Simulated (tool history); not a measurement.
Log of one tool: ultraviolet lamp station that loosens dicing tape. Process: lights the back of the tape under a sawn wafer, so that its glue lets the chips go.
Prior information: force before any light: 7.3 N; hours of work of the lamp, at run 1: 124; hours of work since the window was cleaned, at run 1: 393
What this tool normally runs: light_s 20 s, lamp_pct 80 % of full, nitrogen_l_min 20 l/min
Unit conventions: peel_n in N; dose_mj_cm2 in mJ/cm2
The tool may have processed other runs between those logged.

run	hour	light_s	lamp_pct	nitrogen_l_min	hours of work of the lamp	hours of work since the window was cleaned	peel_n	dose_mj_cm2
1	0	20	80	20	124	393	0.246	288
2	28	27	80	20	140	409	0.138	395
3	50.8	22	80	20	153	422	0.202	318
4	72.1	22	80	20	165	434	0.206	315
5	90.8	22	80	20	176	445	0.219	315
6	118.9	22	80	20	192	461	0.232	311

Run 7 is up next; what results do you expect?
7	139	20	80	20	203	473	?	?

Run 7 measured peel_n 0.29 N, dose_mj_cm2 282 mJ/cm2.
On a tool with no hidden condition, and with the same random variation, this run would have come out at peel_n 0.224 N, dose_mj_cm2 313 mJ/cm2.

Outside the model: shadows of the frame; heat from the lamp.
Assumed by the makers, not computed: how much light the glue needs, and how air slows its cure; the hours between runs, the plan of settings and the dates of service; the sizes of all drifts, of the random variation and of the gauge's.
